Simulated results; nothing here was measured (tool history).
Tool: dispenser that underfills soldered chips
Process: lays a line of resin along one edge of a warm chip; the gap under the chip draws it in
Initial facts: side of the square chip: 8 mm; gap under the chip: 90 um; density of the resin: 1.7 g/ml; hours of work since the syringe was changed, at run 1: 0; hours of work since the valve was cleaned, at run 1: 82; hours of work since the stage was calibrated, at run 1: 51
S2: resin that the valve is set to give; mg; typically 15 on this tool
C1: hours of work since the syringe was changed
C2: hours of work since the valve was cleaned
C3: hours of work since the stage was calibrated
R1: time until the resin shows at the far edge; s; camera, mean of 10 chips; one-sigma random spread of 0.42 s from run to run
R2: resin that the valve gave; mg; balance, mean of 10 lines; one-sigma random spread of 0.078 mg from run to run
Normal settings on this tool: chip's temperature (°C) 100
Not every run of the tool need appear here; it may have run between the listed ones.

run 1 hour=0 | chip's_temperature_(°C)=100 S2=15 | C1=0 C2=82 C3=51 | R1=29.3 R2=14.02
run 2 hour=5.9 | chip's_temperature_(°C)=100 S2=15 | C1=4 C2=85 C3=54 | R1=39 R2=14
-- hour=9.5 new syringe of resin
run 3 hour=10.2 | chip's_temperature_(°C)=100 S2=15 | C1=0 C2=88 C3=57 | R1=31.9 R2=13.79
run 4 hour=14.4 | chip's_temperature_(°C)=100 S2=15 | C1=3 C2=90 C3=59 | R1=39.1 R2=13.87
-- hour=19.4 new syringe of resin
run 5 hour=20.3 | chip's_temperature_(°C)=100 S2=15 | C1=1 C2=94 C3=63 | R1=30.7 R2=13.87
run 6 hour=24.9 | chip's_temperature_(°C)=100 S2=15 | C1=3 C2=96 C3=66 | R1=37.9 R2=13.82
-- hour=29.5 new syringe of resin
run 7 hour=29.9 | chip's_temperature_(°C)=100 S2=15 | C1=0 C2=99 C3=69 | R1=30.2 R2=13.71
run 8 hour=32.3 | chip's_temperature_(°C)=100 S2=15 | C1=2 C2=101 C3=70 | R1=34 R2=13.64
run 9 hour=35.1 | chip's_temperature_(°C)=100 S2=15 | C1=3 C2=103 C3=72 | R1=39.4 R2=13.67
run 10 hour=38.2 | chip's_temperature_(°C)=100 S2=15 | C1=5 C2=104 C3=74 | R1=44.9 R2=13.6
-- hour=39.7 new syringe of resin
run 11 hour=43.4 | chip's_temperature_(°C)=100 S2=15 | C1=2 C2=107 C3=77 | R1=34.8 R2=13.64
run 12 hour=49.1 | chip's_temperature_(°C)=100 S2=15 | C1=6 C2=111 C3=80 | R1=46.7 R2=13.66
-- hour=49.9 new syringe of resin
-- hour=53.3 dispensing valve cleaned and set on the balance
run 13 hour=56.3 | chip's_temperature_(°C)=100 S2=15 | C1=3 C2=2 C3=84 | R1=38 R2=14.81
-- hour=61 new syringe of resin
run 14 hour=61.7 | chip's_temperature_(°C)=100 S2=15 | C1=0 C2=5 C3=87 | R1=30.1 R2=14.84
run 15 hour=65.7 | chip's_temperature_(°C)=100 S2=17.9 | C1=3 C2=7 C3=89 | R1=34.6 R2=17.87
run 16 hour=69.7 | chip's_temperature_(°C)=107 S2=15 | C1=5 C2=10 C3=92 | R1=33.9 R2=14.84
-- hour=71.2 new syringe of resin
run 17 hour=72.5 | chip's_temperature_(°C)=107 S2=15 | C1=1 C2=11 C3=93 | R1=24.9 R2=14.79
run 18 hour=78.2 | chip's_temperature_(°C)=100 S2=15 | C1=4 C2=15 C3=97 | R1=41.2 R2=14.81
-- hour=81.4 new syringe of resin
run 19 hour=82.2 | chip's_temperature_(°C)=87 S2=17.1 | C1=0 C2=17 C3=99 | R1=50.5 R2=16.78
run 20 hour=86.8 | chip's_temperature_(°C)=115 S2=18.6 | C1=3 C2=20 C3=102 | R1=22.3 R2=18.29
run 21 hour=90.3 | chip's_temperature_(°C)=115 S2=16 | C1=5 C2=22 C3=104 | R1=27 R2=15.69
-- hour=91.3 new syringe of resin
run 22 hour=95.1 | chip's_temperature_(°C)=107 S2=13 | C1=2 C2=25 C3=107 | R1=28.4 R2=12.64
run 23 hour=98.2 | chip's_temperature_(°C)=115 S2=17.2 | C1=4 C2=27 C3=109 | R1=24.1 R2=16.78
-- hour=101.4 new syringe of resin
run 24 hour=103.4 | chip's_temperature_(°C)=95 S2=16.2 | C1=1 C2=30 C3=112 | R1=38.9 R2=15.82
run 25 hour=106.5 | chip's_temperature_(°C)=95 S2=16.2 | C1=3 C2=32 C3=114 | R1=43.9 R2=15.78
-- hour=111.6 new syringe of resin
run 26 hour=111.8 | chip's_temperature_(°C)=95 S2=16.1 | C1=0 C2=35 C3=117 | R1=36.6 R2=15.55
run 27 hour=117.6 | chip's_temperature_(°C)=111 S2=14.3 | C1=4 C2=38 C3=120 | R1=28.3 R2=13.72
-- hour=121.7 new syringe of resin
run 28 hour=123 | chip's_temperature_(°C)=94 S2=19.2 | C1=1 C2=41 C3=123 | R1=38.4 R2=18.52
run 29 hour=127 | chip's_temperature_(°C)=94 S2=19.2 | C1=3 C2=44 C3=126 | R1=47 R2=18.28
run 30 hour=130.5 | chip's_temperature_(°C)=87 S2=13.8 | C1=5 C2=46 C3=128 | R1=75.3 R2=13.17
-- hour=131.8 new syringe of resin
run 31 hour=134.5 | chip's_temperature_(°C)=110 S2=19.3 | C1=2 C2=48 C3=130 | R1=22.8 R2=18.61
run 32 hour=138.3 | chip's_temperature_(°C)=110 S2=19.3 | C1=4 C2=51 C3=133 | R1=27.9 R2=18.38
-- hour=141.9 new syringe of resin
run 33 hour=142.5 | chip's_temperature_(°C)=99 S2=14.7 | C1=0 C2=53 C3=135 | R1=32.2 R2=14.03
run 34 hour=145.7 | chip's_temperature_(°C)=93 S2=15.3 | C1=2 C2=55 C3=137 | R1=47.5 R2=14.6
run 35 hour=149 | chip's_temperature_(°C)=93 S2=15.3 | C1=4 C2=57 C3=139 | R1=54.6 R2=14.56

Alternative continuations, all from the tool just after run 35; predict every row:
-- hour=151.9 new syringe of resin
run A hour=153.5 | chip's_temperature_(°C)=100 S2=15.1 | C1=1 C2=60 C3=142 | R1=? R2=?
-- hour=151.9 new syringe of resin
run B hour=153.5 | chip's_temperature_(°C)=100 S2=14.3 | C1=1 C2=60 C3=142 | R1=? R2=?
-- hour=151.9 new syringe of resin
run C hour=153.5 | chip's_temperature_(°C)=100 S2=13.8 | C1=1 C2=60 C3=142 | R1=? R2=?
-- hour=151.9 new syringe of resin
run D hour=153.5 | chip's_temperature_(°C)=112 S2=14 | C1=1 C2=60 C3=142 | R1=? R2=?

run=A R1=33.6 R2=14.33
run=B R1=33.5 R2=13.58
run=C R1=33.9 R2=13.01
run=D R1=22.3 R2=13.32
What these runs would have given with no unlogged condition in the tool:
run=A R1=29.3 R2=15.11
run=B R1=29.1 R2=14.32
run=C R1=29.5 R2=13.71
run=D R1=19.4 R2=14.04
